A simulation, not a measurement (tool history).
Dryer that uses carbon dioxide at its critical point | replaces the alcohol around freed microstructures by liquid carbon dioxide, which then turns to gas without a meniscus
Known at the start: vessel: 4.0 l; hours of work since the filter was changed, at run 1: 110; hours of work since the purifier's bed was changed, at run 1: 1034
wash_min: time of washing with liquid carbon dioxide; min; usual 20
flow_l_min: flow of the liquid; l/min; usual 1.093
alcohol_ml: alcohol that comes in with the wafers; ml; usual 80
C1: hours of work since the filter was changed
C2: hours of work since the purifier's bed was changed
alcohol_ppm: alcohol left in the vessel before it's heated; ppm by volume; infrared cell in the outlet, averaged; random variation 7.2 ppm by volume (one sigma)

run 1 day=0.000 | wash_min=20 flow_l_min=1.093 alcohol_ml=80 | C1=110 C2=1034 | alcohol_ppm=443
run 2 day=0.908 | wash_min=20 flow_l_min=1.093 alcohol_ml=80 | C1=127 C2=1051 | alcohol_ppm=453
run 3 day=2.721 | wash_min=20 flow_l_min=1.093 alcohol_ml=80 | C1=161 C2=1085 | alcohol_ppm=473
run 4 day=4.392 | wash_min=20 flow_l_min=1.093 alcohol_ml=80 | C1=192 C2=1116 | alcohol_ppm=478
run 5 day=5.912 | wash_min=20 flow_l_min=1.093 alcohol_ml=80 | C1=220 C2=1144 | alcohol_ppm=485
run 6 day=7.904 | wash_min=20 flow_l_min=0.880 alcohol_ml=80 | C1=257 C2=1181 | alcohol_ppm=1003
run 7 day=9.808 | wash_min=20 flow_l_min=0.880 alcohol_ml=80 | C1=293 C2=1217 | alcohol_ppm=1019
run 8 day=11.817 | wash_min=20 flow_l_min=1.093 alcohol_ml=118 | C1=330 C2=1254 | alcohol_ppm=727
-- day=13.312 purifier's bed changed
run 9 day=13.508 | wash_min=20 flow_l_min=1.093 alcohol_ml=118 | C1=359 C2=4 | alcohol_ppm=666
run 10 day=14.696 | wash_min=20 flow_l_min=1.093 alcohol_ml=118 | C1=381 C2=26 | alcohol_ppm=679
run 11 day=15.854 | wash_min=20 flow_l_min=1.093 alcohol_ml=118 | C1=403 C2=47 | alcohol_ppm=709
run 12 day=17.438 | wash_min=17 flow_l_min=1.093 alcohol_ml=118 | C1=432 C2=77 | alcohol_ppm=1230
run 13 day=18.996 | wash_min=17 flow_l_min=1.093 alcohol_ml=118 | C1=461 C2=106 | alcohol_ppm=1282
run 14 day=20.217 | wash_min=17 flow_l_min=1.093 alcohol_ml=118 | C1=484 C2=128 | alcohol_ppm=1303
run 15 day=21.521 | wash_min=17 flow_l_min=1.093 alcohol_ml=118 | C1=508 C2=152 | alcohol_ppm=1296
run 16 day=22.688 | wash_min=17 flow_l_min=1.093 alcohol_ml=118 | C1=530 C2=174 | alcohol_ppm=1364
-- day=23.075 inlet filter changed
run 17 day=24.975 | wash_min=20 flow_l_min=1.040 alcohol_ml=80 | C1=35 C2=216 | alcohol_ppm=457
run 18 day=26.992 | wash_min=20 flow_l_min=0.970 alcohol_ml=80 | C1=73 C2=253 | alcohol_ppm=589
run 19 day=29.075 | wash_min=20 flow_l_min=0.970 alcohol_ml=80 | C1=112 C2=292 | alcohol_ppm=629
run 20 day=30.104 | wash_min=32 flow_l_min=1.070 alcohol_ml=43 | C1=131 C2=311 | alcohol_ppm=49
run 21 day=32.150 | wash_min=32 flow_l_min=1.070 alcohol_ml=43 | C1=169 C2=349 | alcohol_ppm=52
run 22 day=33.079 | wash_min=12 flow_l_min=1.180 alcohol_ml=27 | C1=186 C2=367 | alcohol_ppm=560
run 23 day=35.004 | wash_min=21 flow_l_min=1.093 alcohol_ml=56 | C1=222 C2=402 | alcohol_ppm=260
run 24 day=36.379 | wash_min=12 flow_l_min=0.850 alcohol_ml=48 | C1=247 C2=428 | alcohol_ppm=2016
run 25 day=37.496 | wash_min=25 flow_l_min=1.020 alcohol_ml=48 | C1=268 C2=449 | alcohol_ppm=166
run 26 day=38.467 | wash_min=16 flow_l_min=0.830 alcohol_ml=28 | C1=286 C2=467 | alcohol_ppm=714
run 27 day=40.712 | wash_min=16 flow_l_min=0.830 alcohol_ml=28 | C1=328 C2=508 | alcohol_ppm=756
run 28 day=41.775 | wash_min=20 flow_l_min=1.750 alcohol_ml=80 | C1=348 C2=528 | alcohol_ppm=76
run 29 day=43.758 | wash_min=22 flow_l_min=0.700 alcohol_ml=56 | C1=384 C2=565 | alcohol_ppm=1069
run 30 day=45.583 | wash_min=22 flow_l_min=0.700 alcohol_ml=56 | C1=418 C2=599 | alcohol_ppm=1060
run 31 day=47.333 | wash_min=21 flow_l_min=1.093 alcohol_ml=48 | C1=451 C2=631 | alcohol_ppm=280
run 32 day=49.488 | wash_min=28 flow_l_min=0.730 alcohol_ml=50 | C1=491 C2=672 | alcohol_ppm=465

Measured less the same run without the tool's hidden state. The same run-to-run variation is in both; the gauge's scatter may not be:
The hidden state here: flow that reaches the vessel past the clogged filter, %; alcohol in the recycled carbon dioxide, ppm; drift of the gauge itself on alcohol_ppm, %.
run=1 alcohol_ppm=+98
run=2 alcohol_ppm=+103
run=3 alcohol_ppm=+118
run=4 alcohol_ppm=+129
run=5 alcohol_ppm=+136
run=6 alcohol_ppm=+215
run=7 alcohol_ppm=+234
run=8 alcohol_ppm=+225
run=9 alcohol_ppm=+166
run=10 alcohol_ppm=+178
run=11 alcohol_ppm=+194
run=12 alcohol_ppm=+312
run=13 alcohol_ppm=+346
run=14 alcohol_ppm=+362
run=15 alcohol_ppm=+377
run=16 alcohol_ppm=+410
run=17 alcohol_ppm=+25
run=18 alcohol_ppm=+42
run=19 alcohol_ppm=+61
run=20 alcohol_ppm=+23
run=21 alcohol_ppm=+26
run=22 alcohol_ppm=+67
run=23 alcohol_ppm=+61
run=24 alcohol_ppm=+185
run=25 alcohol_ppm=+54
run=26 alcohol_ppm=+110
run=27 alcohol_ppm=+129
run=28 alcohol_ppm=+45
run=29 alcohol_ppm=+220
run=30 alcohol_ppm=+234
run=31 alcohol_ppm=+109
run=32 alcohol_ppm=+158
